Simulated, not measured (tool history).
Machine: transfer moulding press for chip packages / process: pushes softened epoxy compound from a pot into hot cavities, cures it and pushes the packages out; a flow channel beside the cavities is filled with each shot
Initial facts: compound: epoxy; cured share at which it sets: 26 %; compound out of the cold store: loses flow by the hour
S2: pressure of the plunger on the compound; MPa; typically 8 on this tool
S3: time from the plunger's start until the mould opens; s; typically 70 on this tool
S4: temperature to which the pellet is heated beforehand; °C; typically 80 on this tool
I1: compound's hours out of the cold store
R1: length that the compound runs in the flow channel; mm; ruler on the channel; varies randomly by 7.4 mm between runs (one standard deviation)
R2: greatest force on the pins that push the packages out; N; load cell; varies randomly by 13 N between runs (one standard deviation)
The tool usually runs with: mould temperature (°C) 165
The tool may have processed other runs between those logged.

run 1 hour=0 | mould_temperature_(°C)=165 S2=8 S3=70 S4=80 | I1=45.4 | R1=837 R2=738
run 2 hour=6.5 | mould_temperature_(°C)=165 S2=7.28 S3=70 S4=80 | I1=22.1 | R1=876 R2=908
run 3 hour=13.4 | mould_temperature_(°C)=165 S2=8 S3=70 S4=82 | I1=22.3 | R1=900 R2=1012
run 4 hour=18.4 | mould_temperature_(°C)=165 S2=6.43 S3=70 S4=80 | I1=24.8 | R1=803 R2=1126
run 5 hour=23.3 | mould_temperature_(°C)=165 S2=6.43 S3=70 S4=80 | I1=44.8 | R1=747 R2=1115
run 6 hour=28.6 | mould_temperature_(°C)=165 S2=8 S3=70 S4=80 | I1=26 | R1=885 R2=1182
run 7 hour=34.6 | mould_temperature_(°C)=165 S2=9.12 S3=70 S4=80 | I1=21.9 | R1=964 R2=1194
run 8 hour=44.4 | mould_temperature_(°C)=165 S2=9.12 S3=70 S4=80 | I1=19.6 | R1=971 R2=1246
run 9 hour=50 | mould_temperature_(°C)=165 S2=9.12 S3=70 S4=80 | I1=25 | R1=962 R2=1223
run 10 hour=55.6 | mould_temperature_(°C)=165 S2=9.12 S3=70 S4=80 | I1=37.4 | R1=908 R2=1234
run 11 hour=64.5 | mould_temperature_(°C)=165 S2=8 S3=70 S4=80 | I1=46.1 | R1=798 R2=1182
-- hour=70.8 cavities cleaned with cleaning compound and waxed
run 12 hour=74.3 | mould_temperature_(°C)=165 S2=8 S3=88 S4=80 | I1=30.7 | R1=862 R2=502
run 13 hour=79.2 | mould_temperature_(°C)=162 S2=8 S3=88 S4=80 | I1=10.4 | R1=957 R2=712
run 14 hour=88.5 | mould_temperature_(°C)=162 S2=8 S3=88 S4=80 | I1=26.1 | R1=887 R2=775
run 15 hour=94.1 | mould_temperature_(°C)=162 S2=8 S3=88 S4=80 | I1=47.4 | R1=811 R2=826
run 16 hour=100.6 | mould_temperature_(°C)=165 S2=7.21 S3=91 S4=80 | I1=44.4 | R1=775 R2=767
run 17 hour=105.9 | mould_temperature_(°C)=170 S2=7.21 S3=91 S4=78 | I1=27.7 | R1=804 R2=716
run 18 hour=111.5 | mould_temperature_(°C)=170 S2=7.21 S3=91 S4=73 | I1=13.4 | R1=851 R2=738
run 19 hour=119.5 | mould_temperature_(°C)=165 S2=8 S3=68 S4=88 | I1=14.2 | R1=910 R2=1308
-- hour=122.2 mould's thermocouples calibrated
run 20 hour=126.6 | mould_temperature_(°C)=165 S2=8 S3=68 S4=88 | I1=45.3 | R1=802 R2=1180
run 21 hour=131.7 | mould_temperature_(°C)=165 S2=8 S3=68 S4=88 | I1=21.3 | R1=893 R2=1262
run 22 hour=137.9 | mould_temperature_(°C)=169 S2=8.55 S3=60 S4=72 | I1=28.9 | R1=879 R2=1546
-- hour=146.6 cavities cleaned with cleaning compound and waxed
run 23 hour=149 | mould_temperature_(°C)=169 S2=8.55 S3=60 S4=72 | I1=35.8 | R1=849 R2=887
run 24 hour=157.4 | mould_temperature_(°C)=167 S2=6.76 S3=74 S4=89 | I1=36.3 | R1=750 R2=686
run 25 hour=164.2 | mould_temperature_(°C)=167 S2=8 S3=70 S4=80 | I1=19.5 | R1=883 R2=923
run 26 hour=170.8 | mould_temperature_(°C)=165 S2=9.66 S3=75 S4=80 | I1=32 | R1=944 R2=878
-- hour=175.6 mould's thermocouples calibrated, once more
run 27 hour=178.7 | mould_temperature_(°C)=165 S2=9.66 S3=75 S4=80 | I1=23.4 | R1=957 R2=1037
run 28 hour=186 | mould_temperature_(°C)=165 S2=9.66 S3=75 S4=80 | I1=16.3 | R1=977 R2=1054

A few steps of R1 between consecutive runs. Split each: what settings, incoming material and random variation would produce without the hidden state, and what is left over for the hidden state, along with gauge scatter present in only one of the two compared results (measured, and without hidden state):
The hidden state here: true mould temperature over the reading, C; pressure that reaches the compound, % of what is set; grip of the stained cavities, % over clean ones'; drift of the gauge itself on flow_mm, %; drift of the gauge itself on push_out_n, %.
Run 5 -> 6: S2 6.43 -> 8. R1 +138 mm: hidden state -3, all else +141.
Run 24 -> 25: S2 6.76 -> 8, S3 74 -> 70, S4 89 -> 80. R1 +133 mm: hidden state -7, all else +140.
Run 25 -> 26: mould temperature (°C) 167 -> 165, S2 8 -> 9.66, S3 70 -> 75. R1 +61 mm: hidden state -5, all else +66.

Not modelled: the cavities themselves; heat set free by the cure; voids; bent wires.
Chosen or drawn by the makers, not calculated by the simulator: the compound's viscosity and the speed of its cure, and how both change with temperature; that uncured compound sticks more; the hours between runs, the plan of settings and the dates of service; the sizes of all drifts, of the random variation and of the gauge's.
